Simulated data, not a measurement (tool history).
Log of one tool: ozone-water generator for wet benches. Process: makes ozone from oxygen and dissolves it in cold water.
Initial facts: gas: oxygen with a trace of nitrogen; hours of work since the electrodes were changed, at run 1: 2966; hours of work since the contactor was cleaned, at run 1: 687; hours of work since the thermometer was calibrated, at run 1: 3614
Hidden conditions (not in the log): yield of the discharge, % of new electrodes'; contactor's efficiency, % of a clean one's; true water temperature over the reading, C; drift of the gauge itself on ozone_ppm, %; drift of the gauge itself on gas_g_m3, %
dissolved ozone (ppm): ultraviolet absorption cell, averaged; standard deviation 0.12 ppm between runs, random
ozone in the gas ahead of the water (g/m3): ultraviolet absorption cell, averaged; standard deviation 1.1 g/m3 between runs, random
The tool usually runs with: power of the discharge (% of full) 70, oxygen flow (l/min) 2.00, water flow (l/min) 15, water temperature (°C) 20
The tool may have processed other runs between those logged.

run	hour	power of the discharge (% of full)	oxygen flow (l/min)	water flow (l/min)	water temperature (°C)	hours of work since the electrodes were changed	hours of work since the contactor was cleaned	hours of work since the thermometer was calibrated	dissolved ozone (ppm)	ozone in the gas ahead of the water (g/m3)
1	0.0	70	2.00	15	20	2966	687	3614	8.6	154.9
2	79.5	70	2.00	15	20	3033	754	3681	8.3	155.5
3	155.1	70	1.28	15	20	3097	818	3745	7.5	189.5
4	229.8	70	1.28	15	20	3160	881	3808	7.6	192.0
5	320.3	70	1.28	15	20	3237	958	3885	7.3	189.3
6	379.6	70	1.28	15	20	3287	1008	3935	7.5	191.1
7	465.9	70	2.00	15	12	3360	1081	4008	9.0	151.6
8	515.2	70	2.00	15	12	3401	1122	4049	8.7	151.4
9	585.5	94	2.00	15	12	3461	1182	4109	10.4	176.3
10	643.0	94	2.00	15	12	3509	1230	4157	10.2	174.6
11	729.9	94	2.00	15	12	3583	1304	4231	10.3	174.4
12	790.7	94	2.00	15	12	3634	1355	4282	10.0	173.5
13	843.1	94	2.00	15	12	3678	1399	4326	9.9	172.9
# hour 849.2: water thermometer calibrated
14	896.5	94	2.00	15	12	3723	1444	40	9.8	172.2
15	969.6	94	2.00	15	12	3785	1506	102	10.0	170.8
# hour 1002.6: water thermometer calibrated, once more
16	1025.2	94	2.00	15	12	3831	1552	19	10.0	174.6
17	1097.0	58	1.93	14	23	3892	1613	80	7.4	135.3
18	1151.9	58	1.40	14	23	3938	1659	126	6.9	156.4
19	1240.1	76	2.55	10	18	4013	1734	201	13.0	134.5
20	1289.8	70	2.00	10	20	4055	1776	243	11.7	144.7
21	1358.7	80	1.23	16	13	4113	1834	301	7.0	193.1
22	1449.7	70	2.12	15	20	4190	1911	378	7.8	138.9
23	1501.3	70	2.12	15	20	4233	1954	421	7.8	139.1
24	1580.5	61	1.85	20	19	4300	2021	488	5.1	138.0
25	1623.6	61	1.85	20	19	4337	2058	525	5.3	137.4
26	1663.6	62	1.01	12	13	4370	2091	558	8.0	185.2
27	1760.7	84	2.04	13	13	4452	2174	640	10.4	152.0
28	1808.8	84	2.04	15	16	4493	2214	681	8.7	151.4
29	1905.6	56	2.04	15	21	4575	2296	763	6.7	124.3
30	1951.2	56	1.84	15	16	4613	2334	801	7.0	127.9
31	2004.3	56	1.84	9	16	4658	2379	846	11.6	129.6

Each row is a separate what-if for the run after 31, all from the same tool condition, not one after another. Results?
A	2062.4	56	1.84	15	16	4707	2428	895	?	?
B	2062.4	56	1.14	19	15	4707	2428	895	?	?
C	2062.4	60	1.84	12	26	4707	2428	895	?	?

run	dissolved ozone (ppm)	ozone in the gas ahead of the water (g/m3)
A	6.9	129.5
B	4.5	161.9
C	7.9	131.2
Stripped of hidden state, with their random variation kept, the same runs would have yielded:
run	dissolved ozone (ppm)	ozone in the gas ahead of the water (g/m3)
A	9.2	169.4
B	6.0	211.5
C	10.7	173.8
